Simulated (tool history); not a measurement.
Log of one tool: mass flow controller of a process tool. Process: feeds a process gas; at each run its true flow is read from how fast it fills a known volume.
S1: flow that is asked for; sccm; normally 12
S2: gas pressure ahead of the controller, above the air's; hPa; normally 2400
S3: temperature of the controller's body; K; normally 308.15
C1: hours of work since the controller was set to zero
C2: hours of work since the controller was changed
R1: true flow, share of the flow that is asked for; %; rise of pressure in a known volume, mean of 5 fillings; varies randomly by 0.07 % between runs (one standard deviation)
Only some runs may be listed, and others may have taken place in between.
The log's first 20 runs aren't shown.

run      day  S1    S2      S3   C1    C2      R1
      56.762  -- controller's zero set anew
 21   58.679  12  2400  308.15   21  2082   99.65
 22   61.375  19  1470  308.15   50  2111   98.91
 23   65.175  19  1470  308.15   92  2153   98.87
 24   67.242   8  2450  299.15  115  2175  101.09
 25   71.512   8  2350  299.15  161  2222  100.84
 26   74.554   8  2350  294.15  195  2255  101.54
 27   77.933   7  1930  296.15  232  2292  101.20
 28   80.800  19  1530  294.15  263  2324  100.38
      82.562  -- controller's zero set anew, once more
 29   84.033  19  1530  294.15   16  2359   99.54
 30   87.250  19  1530  294.15   51  2394   99.63
 31   90.200  19  1530  294.15   84  2426   99.72
 32   93.771   4  1530  300.15  123  2465   98.49
 33   97.767   3  1530  303.15  166  2509   98.54
 34   99.625   3  2400  313.15  187  2529   98.03
 35  102.704   3  2370  296.15  220  2563   99.79
 36  106.467   2  1400  308.15  261  2604   97.85
 37  109.229  12  1860  294.15  292  2634   99.52
 38  111.271   9  1770  303.15  314  2657   98.53
 39  115.483  20  2400  310.15  360  2703   98.60
 40  117.738  20  2400  295.15  385  2727  100.16
 41  121.492  14  1450  295.15  426  2769   99.28

Consider 5 possible next runs. They are alternatives, not a sequence: every one starts from the tool as it was left by run 41. What does each give?
  A  124.183  14  1720  295.15  455  2798   ?
  B  124.183   6  1450  294.15  455  2798   ?
  C  124.183  19  2130  311.15  455  2798   ?
  D  124.183   6  2400  298.15  455  2798   ?
  E  124.183  14  2390  295.15  455  2798   ?

run     R1
  A  99.35
  B  99.38
  C  98.25
  D  99.44
  E  99.83
Stripped of hidden state, with their random variation kept, the same runs would have yielded:
run      R1
  A   99.77
  B   99.59
  C   98.71
  D   99.65
  E  100.25

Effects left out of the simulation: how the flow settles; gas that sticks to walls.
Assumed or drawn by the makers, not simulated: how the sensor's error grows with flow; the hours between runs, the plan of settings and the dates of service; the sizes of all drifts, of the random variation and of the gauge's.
